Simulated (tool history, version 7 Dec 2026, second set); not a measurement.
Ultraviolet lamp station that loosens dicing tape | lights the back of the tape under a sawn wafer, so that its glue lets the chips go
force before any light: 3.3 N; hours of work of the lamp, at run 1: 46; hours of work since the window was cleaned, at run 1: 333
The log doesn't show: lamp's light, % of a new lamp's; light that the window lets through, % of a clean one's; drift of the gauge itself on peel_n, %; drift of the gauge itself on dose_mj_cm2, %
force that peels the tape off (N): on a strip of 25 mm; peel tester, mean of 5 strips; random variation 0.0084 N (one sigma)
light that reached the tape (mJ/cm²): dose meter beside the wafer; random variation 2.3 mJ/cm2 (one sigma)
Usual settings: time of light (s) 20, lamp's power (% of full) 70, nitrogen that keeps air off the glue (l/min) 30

run   hour  time of light (s)  lamp's power (% of full)  nitrogen that keeps air off the glue (l/min)  hours of work of the lamp  hours of work since the window was cleaned  force that peels the tape off (N)  light that reached the tape (mJ/cm²)
  1      0                 20                        70                                            30                         46                                         333                              0.345                                   228
  2   38.8                 20                        70                                            30                         65                                         352                              0.368                                   225
  3  117.4                 20                        70                                            30                        103                                         391                              0.356                                   227
  4  178.2                 25                        70                                            30                        133                                         421                              0.281                                   275
  5  247.6                 25                        70                                            30                        167                                         455                              0.283                                   272
  6  299.2                 20                        70                                            18                        192                                         480                              0.444                                   217
  7  334.6                 22                        70                                            18                        210                                         497                              0.407                                   242
  8  390.9                 22                        70                                            18                        237                                         525                              0.388                                   236
  9  426.9                 20                       100                                            30                        255                                         543                              0.271                                   309
 10    489                 20                        70                                            30                        286                                         573                              0.375                                   205
 11  526.1                 20                        67                                            30                        304                                         591                              0.397                                   203
     532.4  -- window cleaned of glue's vapour
 12  565.6                 11                       100                                            17                        323                                          16                              0.607                                   171
 13  613.9                 11                        85                                            15                        346                                          40                              0.786                                   145
 14  648.1                 15                        96                                            15                        363                                          57                              0.453                                   221
 15  719.5                 20                        86                                            43                        398                                          92                              0.277                                   265
 16  762.3                 20                        86                                            43                        419                                         113                              0.281                                   265
 17  810.1                 20                        86                                            60                        443                                         136                              0.268                                   265
 18  859.5                 18                        62                                            30                        467                                         160                              0.529                                   167
 19  910.7                 18                        62                                            30                        492                                         185                              0.535                                   169
 20  951.2                 18                        62                                            30                        512                                         205                               0.52                                   161

4 ways to go on from here, each from the tool as it stands after run 20. What would each give?
  A  1006.5                 28                        93                                            53                        539                                         232                                  ?                                     ?
  B  1006.5                 34                        80                                            59                        539                                         232                                  ?                                     ?
  C  1006.5                 35                        78                                            30                        539                                         232                                  ?                                     ?
  D  1006.5                 18                        76                                            21                        539                                         232                                  ?                                     ?

run  force that peels the tape off (N)  light that reached the tape (mJ/cm²)
  A                              0.225                                   381
  B                              0.217                                   395
  C                              0.232                                   400
  D                              0.462                                   199
Without the tool's hidden state the same runs would have given:
run  force that peels the tape off (N)  light that reached the tape (mJ/cm²)
  A                              0.221                                   437
  B                              0.213                                   453
  C                              0.225                                   459
  D                              0.385                                   229
